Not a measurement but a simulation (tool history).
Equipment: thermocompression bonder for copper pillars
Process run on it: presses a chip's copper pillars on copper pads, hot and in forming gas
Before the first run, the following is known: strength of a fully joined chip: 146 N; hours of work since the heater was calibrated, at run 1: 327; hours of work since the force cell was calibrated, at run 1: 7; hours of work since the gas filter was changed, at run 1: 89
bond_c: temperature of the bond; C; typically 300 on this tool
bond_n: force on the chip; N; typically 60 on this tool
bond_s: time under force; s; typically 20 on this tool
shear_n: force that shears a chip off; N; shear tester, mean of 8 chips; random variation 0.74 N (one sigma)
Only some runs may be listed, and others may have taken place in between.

| run | hour | bond_c | bond_n | bond_s | hours of work since the heater was calibrated | hours of work since the force cell was calibrated | hours of work since the gas filter was changed | shear_n |
|---|---|---|---|---|---|---|---|---|
| 1 | 0.0 | 300 | 60 | 20 | 327 | 7 | 89 | 53.4 |
| 2 | 8.9 | 300 | 60 | 20 | 333 | 14 | 96 | 51.8 |
| 3 | 14.6 | 284 | 60 | 20 | 338 | 18 | 100 | 43.5 |
| 4 | 21.4 | 300 | 61 | 20 | 343 | 23 | 105 | 52.7 |
|  | 23.0 | forming gas filter changed |
| 5 | 27.9 | 300 | 61 | 20 | 347 | 28 | 4 | 54.4 |
| 6 | 34.6 | 300 | 61 | 20 | 353 | 33 | 9 | 53.6 |
| 7 | 43.7 | 306 | 46 | 19 | 359 | 40 | 16 | 42.2 |
| 8 | 53.6 | 286 | 60 | 41 | 367 | 47 | 23 | 61.6 |
| 9 | 63.9 | 316 | 60 | 29 | 375 | 55 | 31 | 69.8 |
| 10 | 75.1 | 294 | 82 | 12 | 383 | 63 | 39 | 55.6 |
| 11 | 83.4 | 294 | 83 | 14 | 389 | 70 | 46 | 59.1 |

4 options for the next run, each taken on its own from the tool as it stands now. Forecast them:
| A | 92.4 | 286 | 83 | 35 | 396 | 76 | 52 | ? |
| B | 92.4 | 300 | 60 | 13 | 396 | 76 | 52 | ? |
| C | 92.4 | 294 | 60 | 32 | 396 | 76 | 52 | ? |
| D | 92.4 | 282 | 38 | 22 | 396 | 76 | 52 | ? |

| run | shear_n |
|---|---|
| A | 75.3 |
| B | 43.8 |
| C | 58.5 |
| D | 29.0 |
Without the tool's unlogged condition, the same runs would have read:
| run | shear_n |
|---|---|
| A | 79.1 |
| B | 46.4 |
| C | 61.7 |
| D | 30.8 |
